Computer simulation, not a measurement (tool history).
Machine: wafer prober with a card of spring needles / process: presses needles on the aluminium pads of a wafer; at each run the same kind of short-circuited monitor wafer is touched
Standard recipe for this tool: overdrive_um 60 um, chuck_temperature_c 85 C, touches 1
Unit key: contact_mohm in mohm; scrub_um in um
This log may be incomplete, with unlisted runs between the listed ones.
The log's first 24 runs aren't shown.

| run | day | overdrive_um | chuck_temperature_c | touches | contact_mohm | scrub_um |
|---|---|---|---|---|---|---|
| 25 | 8.246 | 60 | 78 | 2 | 246 | 13.26 |
| 26 | 8.775 | 73 | 95 | 1 | 252 | 16.14 |
| 27 | 9.238 | 53 | 48 | 1 | 240 | 11.84 |
|  | 9.425 | tips cleaned on abrasive film |
| 28 | 9.554 | 51 | 48 | 1 | 244 | 11.31 |
| 29 | 10.062 | 42 | 58 | 1 | 246 | 9.35 |
| 30 | 10.462 | 42 | 58 | 1 | 245 | 9.32 |
| 31 | 10.796 | 51 | 95 | 2 | 250 | 11.35 |
|  | 11.138 | tips cleaned on abrasive film |
| 32 | 11.325 | 51 | 85 | 1 | 255 | 11.39 |
| 33 | 11.792 | 51 | 72 | 1 | 246 | 11.43 |
| 34 | 12.304 | 51 | 72 | 1 | 245 | 11.43 |

4 ways to go on from here, each from the tool as it stands after run 34. What would each give?
| A | 12.808 | 49 | 43 | 2 | ? | ? |
| B | 12.808 | 60 | 85 | 1 | ? | ? |
| C | 12.808 | 41 | 85 | 1 | ? | ? |
| D | 12.808 | 51 | 114 | 1 | ? | ? |

| run | contact_mohm | scrub_um |
|---|---|---|
| A | 242 | 11.02 |
| B | 252 | 13.50 |
| C | 253 | 9.21 |
| D | 258 | 11.49 |
What these runs would have given with no unlogged condition in the tool:
| run | contact_mohm | scrub_um |
|---|---|---|
| A | 242 | 10.84 |
| B | 252 | 13.27 |
| C | 253 | 9.05 |
| D | 258 | 11.29 |
